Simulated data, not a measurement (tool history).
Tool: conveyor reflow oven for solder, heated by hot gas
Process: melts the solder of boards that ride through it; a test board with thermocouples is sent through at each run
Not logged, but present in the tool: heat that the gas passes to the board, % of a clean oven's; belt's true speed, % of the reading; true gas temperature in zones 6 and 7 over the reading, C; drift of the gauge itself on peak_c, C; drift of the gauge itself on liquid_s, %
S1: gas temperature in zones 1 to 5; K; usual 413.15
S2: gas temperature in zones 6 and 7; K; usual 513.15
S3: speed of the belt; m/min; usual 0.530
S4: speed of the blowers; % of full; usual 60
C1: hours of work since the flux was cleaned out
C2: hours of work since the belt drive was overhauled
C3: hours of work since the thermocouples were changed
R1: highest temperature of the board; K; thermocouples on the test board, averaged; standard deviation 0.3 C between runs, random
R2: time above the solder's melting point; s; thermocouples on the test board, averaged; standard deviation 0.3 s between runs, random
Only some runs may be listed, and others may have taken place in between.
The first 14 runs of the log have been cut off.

| run | hour | S1 | S2 | S3 | S4 | C1 | C2 | C3 | R1 | R2 |
|---|---|---|---|---|---|---|---|---|---|---|
| 15 | 228.3 | 413.15 | 513.15 | 0.530 | 64 | 89 | 179 | 293 | 496.65 | 55.5 |
| 16 | 243.1 | 413.15 | 513.15 | 0.530 | 64 | 96 | 187 | 301 | 496.55 | 55.3 |
| 17 | 261.4 | 416.15 | 513.15 | 0.530 | 63 | 106 | 196 | 310 | 496.85 | 56.7 |
| 18 | 273.6 | 413.15 | 520.15 | 0.530 | 86 | 112 | 202 | 316 | 506.35 | 60.8 |
| 19 | 284.7 | 413.15 | 513.15 | 0.532 | 55 | 117 | 208 | 322 | 493.95 | 53.9 |
| 20 | 305.8 | 413.15 | 513.15 | 0.532 | 55 | 128 | 219 | 333 | 494.45 | 54.0 |
| 21 | 324.7 | 413.15 | 513.15 | 0.532 | 55 | 138 | 228 | 342 | 494.05 | 53.5 |
| 22 | 340.4 | 402.15 | 522.15 | 0.478 | 54 | 146 | 236 | 350 | 503.15 | 62.7 |
| 23 | 355.6 | 402.15 | 522.15 | 0.478 | 54 | 153 | 244 | 358 | 503.15 | 62.9 |
| 24 | 372.4 | 416.15 | 513.15 | 0.482 | 52 | 162 | 252 | 366 | 497.45 | 63.0 |
| 25 | 386.2 | 413.15 | 513.15 | 0.537 | 73 | 169 | 259 | 373 | 497.55 | 55.5 |
| 26 | 407.3 | 413.15 | 513.15 | 0.567 | 65 | 180 | 270 | 384 | 493.75 | 50.3 |
| 27 | 425.1 | 408.15 | 513.15 | 0.530 | 60 | 189 | 279 | 393 | 493.75 | 52.9 |
| 28 | 435.6 | 408.15 | 505.15 | 0.530 | 60 | 194 | 284 | 398 | 487.65 | 47.8 |
| 29 | 448.4 | 413.15 | 512.15 | 0.530 | 60 | 200 | 291 | 405 | 493.85 | 54.6 |
| 30 | 466.4 | 413.15 | 504.15 | 0.530 | 56 | 209 | 300 | 414 | 487.05 | 49.2 |

Here are 3 independent what-if runs from the current tool condition. What would each one return?
| A | 488.2 | 423.15 | 520.15 | 0.610 | 60 | 221 | 311 | 425 | ? | ? |
| B | 488.2 | 413.15 | 517.15 | 0.497 | 60 | 221 | 311 | 425 | ? | ? |
| C | 488.2 | 413.15 | 504.15 | 0.550 | 56 | 221 | 311 | 425 | ? | ? |

| run | R1 | R2 |
|---|---|---|
| A | 497.45 | 51.7 |
| B | 501.35 | 62.0 |
| C | 485.25 | 45.7 |
What these runs would have given with no unlogged condition in the tool:
| run | R1 | R2 |
|---|---|---|
| A | 497.55 | 51.3 |
| B | 501.05 | 61.4 |
| C | 485.05 | 45.3 |

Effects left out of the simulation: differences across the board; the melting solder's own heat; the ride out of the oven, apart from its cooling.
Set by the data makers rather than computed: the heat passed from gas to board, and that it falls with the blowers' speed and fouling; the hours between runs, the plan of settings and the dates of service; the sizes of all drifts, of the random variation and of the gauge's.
